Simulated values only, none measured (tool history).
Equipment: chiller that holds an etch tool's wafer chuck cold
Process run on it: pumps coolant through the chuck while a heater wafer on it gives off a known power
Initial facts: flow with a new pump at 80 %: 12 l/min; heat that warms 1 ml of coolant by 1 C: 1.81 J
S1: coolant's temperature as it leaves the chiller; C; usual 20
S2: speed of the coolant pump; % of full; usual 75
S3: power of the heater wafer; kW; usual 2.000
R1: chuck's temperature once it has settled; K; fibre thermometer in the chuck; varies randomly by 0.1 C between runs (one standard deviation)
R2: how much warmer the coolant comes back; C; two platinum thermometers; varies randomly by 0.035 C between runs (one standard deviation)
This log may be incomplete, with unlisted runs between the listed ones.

run 1 hour=0.0 | S1=20 S2=75 S3=2.000 | R1=310.05 R2=6.27
run 2 hour=61.5 | S1=20 S2=75 S3=2.000 | R1=309.95 R2=6.29
run 3 hour=145.1 | S1=20 S2=74 S3=2.000 | R1=310.15 R2=6.44
run 4 hour=218.7 | S1=20 S2=74 S3=2.000 | R1=310.25 R2=6.42
run 5 hour=266.1 | S1=20 S2=74 S3=2.000 | R1=310.15 R2=6.42
run 6 hour=338.1 | S1=20 S2=74 S3=2.000 | R1=310.35 R2=6.42
run 7 hour=380.9 | S1=20 S2=74 S3=2.000 | R1=310.15 R2=6.47
run 8 hour=459.5 | S1=20 S2=75 S3=2.020 | R1=310.45 R2=6.42
run 9 hour=546.6 | S1=20 S2=75 S3=2.020 | R1=310.65 R2=6.41
run 10 hour=629.6 | S1=14 S2=76 S3=2.000 | R1=303.75 R2=5.84
run 11 hour=708.6 | S1=16 S2=75 S3=1.322 | R1=300.45 R2=3.96
run 12 hour=759.6 | S1=10 S2=75 S3=2.000 | R1=300.15 R2=5.91
run 13 hour=819.4 | S1=10 S2=75 S3=2.000 | R1=300.15 R2=5.95
run 14 hour=898.8 | S1=16 S2=75 S3=2.915 | R1=313.75 R2=8.71

The log once held 1 entry between its listed runs, left out of this copy. Where does each go, and what is different about the tool's unlogged condition between the listed run before it and the listed run after it?
Run 9 -> run 10: coolant pump overhauled (hour 602.4)
  heat passed by the chuck's channels, % of clean ones': 85.8 -> 85.4; flow at a given pump speed, % of a new pump's: 92.8 -> 99.7; coolant's true temperature over the reading, C: 0.39 -> 0.4
  measured minus no-state result, R1: +2.90 -> +2.30 K; R2: +0.47 -> +0.02 C

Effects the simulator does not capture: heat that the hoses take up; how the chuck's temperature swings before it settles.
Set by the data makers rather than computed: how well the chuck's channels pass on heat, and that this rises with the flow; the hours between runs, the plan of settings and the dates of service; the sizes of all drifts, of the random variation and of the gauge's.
